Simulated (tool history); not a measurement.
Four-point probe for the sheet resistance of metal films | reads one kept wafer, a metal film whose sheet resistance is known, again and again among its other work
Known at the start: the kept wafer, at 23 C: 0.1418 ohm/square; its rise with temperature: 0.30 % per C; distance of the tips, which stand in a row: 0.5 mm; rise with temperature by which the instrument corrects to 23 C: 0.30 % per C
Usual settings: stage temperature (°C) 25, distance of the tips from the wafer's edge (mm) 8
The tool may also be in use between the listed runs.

| run | hour | stage temperature (°C) | distance of the tips from the wafer's edge (mm) | sheet resistance as the instrument gives it (ohm/square) |
|---|---|---|---|---|
| 1 | 0.0 | 25 | 8 | 0.142233 |
| 2 | 13.5 | 25 | 8 | 0.142215 |
| 3 | 28.0 | 25 | 15 | 0.142076 |
| 4 | 38.6 | 25 | 8 | 0.142249 |
| 5 | 55.3 | 25 | 8 | 0.142289 |
| 6 | 72.0 | 25 | 8 | 0.142280 |
| 7 | 80.6 | 25 | 8 | 0.142224 |
| 8 | 98.3 | 25 | 8 | 0.142322 |
| 9 | 111.5 | 25 | 8 | 0.142233 |
| 10 | 121.3 | 25 | 8 | 0.142320 |
| 11 | 135.1 | 25 | 8 | 0.142337 |
| 12 | 151.2 | 25 | 8 | 0.142336 |
| 13 | 159.1 | 28 | 8 | 0.142346 |
| 14 | 168.7 | 28 | 8 | 0.142348 |
| 15 | 187.4 | 25 | 8 | 0.142357 |
| 16 | 199.2 | 28 | 8 | 0.142385 |
| 17 | 207.2 | 28 | 8 | 0.142292 |
| 18 | 223.2 | 28 | 8 | 0.142379 |
| 19 | 241.1 | 25 | 8 | 0.142369 |
| 20 | 257.6 | 25 | 8 | 0.142374 |
| 21 | 272.2 | 25 | 8 | 0.142461 |
| 22 | 283.2 | 25 | 8 | 0.142436 |
| 23 | 301.1 | 33 | 13 | 0.142281 |
| 24 | 313.7 | 33 | 13 | 0.142290 |
| 25 | 326.9 | 28 | 19 | 0.142239 |
| 26 | 335.2 | 24 | 4 | 0.143352 |
|  | 336.9 | stage's thermometer calibrated |
| 27 | 355.0 | 28 | 7 | 0.142599 |
|  | 372.3 | stage's thermometer calibrated, once more |
| 28 | 373.9 | 28 | 7 | 0.142508 |
| 29 | 383.6 | 28 | 7 | 0.142434 |
| 30 | 402.7 | 28 | 7 | 0.142492 |
| 31 | 413.5 | 27 | 8 | 0.142372 |
| 32 | 423.3 | 33 | 33 | 0.142094 |
| 33 | 431.2 | 18 | 36 | 0.142023 |
| 34 | 446.9 | 21 | 20 | 0.142168 |
| 35 | 456.5 | 21 | 20 | 0.142139 |
| 36 | 475.9 | 21 | 20 | 0.142123 |
| 37 | 491.7 | 21 | 20 | 0.142165 |
| 38 | 502.9 | 21 | 20 | 0.142173 |
| 39 | 515.4 | 21 | 10 | 0.142323 |
| 40 | 533.8 | 21 | 10 | 0.142357 |
| 41 | 547.2 | 21 | 42 | 0.142122 |
| 42 | 563.3 | 20 | 21 | 0.142167 |
| 43 | 576.6 | 24 | 47 | 0.142247 |
| 44 | 594.7 | 21 | 11 | 0.142337 |

Some steps in sheet resistance as the instrument gives it (ohm/square) between neighbouring runs. How much of each would the tool show without its hidden state too (settings, what came in, random variation), and how much is left for the hidden state, with any gauge scatter that isn't in both results?
The hidden state here: inner tips' distance over the nominal, %; tips' flats over new ones', %; wafer's true temperature over the reading, C; drift of the gauge itself on sheet_ohm, %.
Run 14 -> 15: stage temperature (°C) 28 -> 25. sheet resistance as the instrument gives it (ohm/square) +0.000009: hidden state +0.000015, all else -0.000006.
Run 25 -> 26: stage temperature (°C) 28 -> 24, distance of the tips from the wafer's edge (mm) 19 -> 4. sheet resistance as the instrument gives it (ohm/square) +0.001113: hidden state +0.000010, all else +0.001103.
Run 26 -> 27: stage temperature (°C) 24 -> 28, distance of the tips from the wafer's edge (mm) 4 -> 7, stage's thermometer calibrated. sheet resistance as the instrument gives it (ohm/square) -0.000753: hidden state +0.000037, all else -0.000790.
Run 27 -> 28: stage's thermometer calibrated, once more. sheet resistance as the instrument gives it (ohm/square) -0.000091: hidden state -0.000157, all else +0.000066.
Run 31 -> 32: stage temperature (°C) 27 -> 33, distance of the tips from the wafer's edge (mm) 8 -> 33. sheet resistance as the instrument gives it (ohm/square) -0.000278: hidden state +0.000006, all else -0.000284.
